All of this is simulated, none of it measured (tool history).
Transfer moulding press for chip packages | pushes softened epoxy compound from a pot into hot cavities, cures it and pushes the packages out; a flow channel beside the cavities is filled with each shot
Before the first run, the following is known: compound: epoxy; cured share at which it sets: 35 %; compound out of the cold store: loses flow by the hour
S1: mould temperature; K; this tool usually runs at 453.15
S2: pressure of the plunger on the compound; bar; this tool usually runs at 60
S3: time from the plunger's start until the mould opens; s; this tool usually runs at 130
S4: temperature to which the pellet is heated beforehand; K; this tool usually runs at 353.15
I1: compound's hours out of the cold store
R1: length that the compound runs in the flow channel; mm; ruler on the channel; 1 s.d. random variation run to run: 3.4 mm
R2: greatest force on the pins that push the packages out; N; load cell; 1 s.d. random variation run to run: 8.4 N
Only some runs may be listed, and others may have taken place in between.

run 1 day=0 | S1=453.15 S2=60 S3=130 S4=353.15 | I1=10.8 | R1=593 R2=766
-- day=1.042 cavities cleaned with cleaning compound and waxed
run 2 day=1.458 | S1=453.15 S2=60 S3=156 S4=353.15 | I1=37.2 | R1=557 R2=748
run 3 day=2.95 | S1=453.15 S2=60 S3=156 S4=353.15 | I1=35.2 | R1=552 R2=729
run 4 day=4.446 | S1=453.15 S2=60 S3=156 S4=353.15 | I1=38.8 | R1=542 R2=741
-- day=4.767 cavities cleaned with cleaning compound and waxed
run 5 day=5.867 | S1=453.15 S2=60 S3=130 S4=353.15 | I1=41.9 | R1=537 R2=627
run 6 day=7.675 | S1=453.15 S2=60 S3=130 S4=353.15 | I1=13.5 | R1=581 R2=779
-- day=8.571 cavities cleaned with cleaning compound and waxed
run 7 day=10.204 | S1=453.15 S2=63.2 S3=130 S4=353.15 | I1=29.1 | R1=559 R2=704
-- day=12.288 cavities cleaned with cleaning compound and waxed
run 8 day=12.642 | S1=453.15 S2=63.2 S3=130 S4=353.15 | I1=14.3 | R1=566 R2=496
run 9 day=13.933 | S1=453.15 S2=63.2 S3=130 S4=353.15 | I1=13.7 | R1=561 R2=708
-- day=15.162 cavities cleaned with cleaning compound and waxed, once more
run 10 day=15.875 | S1=453.15 S2=63.2 S3=130 S4=353.15 | I1=17 | R1=554 R2=563
run 11 day=17.379 | S1=453.15 S2=63.2 S3=130 S4=353.15 | I1=32.2 | R1=536 R2=780
-- day=18.896 cavities cleaned with cleaning compound and waxed
-- day=20.154 plunger's sealing rings changed
run 12 day=20.154 | S1=453.15 S2=63.2 S3=130 S4=353.15 | I1=34.1 | R1=576 R2=627
-- day=22.708 cavities cleaned with cleaning compound and waxed
run 13 day=22.95 | S1=453.15 S2=60 S3=130 S4=353.15 | I1=36.7 | R1=551 R2=455
run 14 day=24.083 | S1=453.15 S2=60 S3=130 S4=353.15 | I1=37.3 | R1=554 R2=659
run 15 day=25.988 | S1=453.15 S2=60 S3=130 S4=361.15 | I1=16.1 | R1=581 R2=793
-- day=26.446 cavities cleaned with cleaning compound and waxed
-- day=27.604 mould's thermocouples calibrated
run 16 day=28.771 | S1=453.15 S2=60 S3=130 S4=361.15 | I1=34.2 | R1=541 R2=711
-- day=30.325 cavities cleaned with cleaning compound and waxed
run 17 day=30.708 | S1=446.15 S2=56.6 S3=130 S4=353.15 | I1=34.7 | R1=544 R2=740
run 18 day=33.304 | S1=453.15 S2=60 S3=130 S4=353.15 | I1=26.9 | R1=543 R2=771
-- day=33.954 cavities cleaned with cleaning compound and waxed
run 19 day=35.867 | S1=459.15 S2=47.7 S3=122 S4=357.15 | I1=46 | R1=438 R2=586
-- day=37.654 cavities cleaned with cleaning compound and waxed
run 20 day=38.562 | S1=459.15 S2=71.2 S3=165 S4=357.15 | I1=22.1 | R1=561 R2=449
-- day=40.346 plunger's sealing rings changed
run 21 day=41.15 | S1=450.15 S2=69.5 S3=119 S4=346.15 | I1=34 | R1=617 R2=1165
-- day=41.442 cavities cleaned with cleaning compound and waxed
run 22 day=43.058 | S1=450.15 S2=50.3 S3=119 S4=361.15 | I1=37.7 | R1=513 R2=895
-- day=45.154 cavities cleaned with cleaning compound and waxed
run 23 day=45.6 | S1=450.15 S2=48.4 S3=119 S4=361.15 | I1=41.6 | R1=492 R2=676
run 24 day=47.042 | S1=450.15 S2=68.5 S3=125 S4=351.15 | I1=21.8 | R1=616 R2=937
-- day=48.933 cavities cleaned with cleaning compound and waxed
run 25 day=49.367 | S1=455.15 S2=68.5 S3=114 S4=348.15 | I1=39.4 | R1=572 R2=547
run 26 day=50.579 | S1=455.15 S2=68.5 S3=114 S4=348.15 | I1=41.5 | R1=564 R2=721

Here are 5 independent what-if runs from the current tool condition. What would each one return?
run A day=52.375 | S1=456.15 S2=46.6 S3=130 S4=362.15 | I1=22.8 | R1=? R2=?
run B day=52.375 | S1=448.15 S2=60 S3=153 S4=353.15 | I1=22.8 | R1=? R2=?
run C day=52.375 | S1=451.15 S2=70.5 S3=144 S4=348.15 | I1=19.8 | R1=? R2=?
run D day=52.375 | S1=455.15 S2=61.2 S3=159 S4=353.15 | I1=35.8 | R1=? R2=?
run E day=52.375 | S1=456.15 S2=69 S3=130 S4=351.15 | I1=32.2 | R1=? R2=?

run=A R1=479 R2=698
run=B R1=568 R2=849
run=C R1=602 R2=752
run=D R1=533 R2=638
run=E R1=572 R2=699
With no hidden state in the tool, these same runs would have given:
run=A R1=505 R2=321
run=B R1=598 R2=383
run=C R1=634 R2=343
run=D R1=561 R2=298
run=E R1=603 R2=319

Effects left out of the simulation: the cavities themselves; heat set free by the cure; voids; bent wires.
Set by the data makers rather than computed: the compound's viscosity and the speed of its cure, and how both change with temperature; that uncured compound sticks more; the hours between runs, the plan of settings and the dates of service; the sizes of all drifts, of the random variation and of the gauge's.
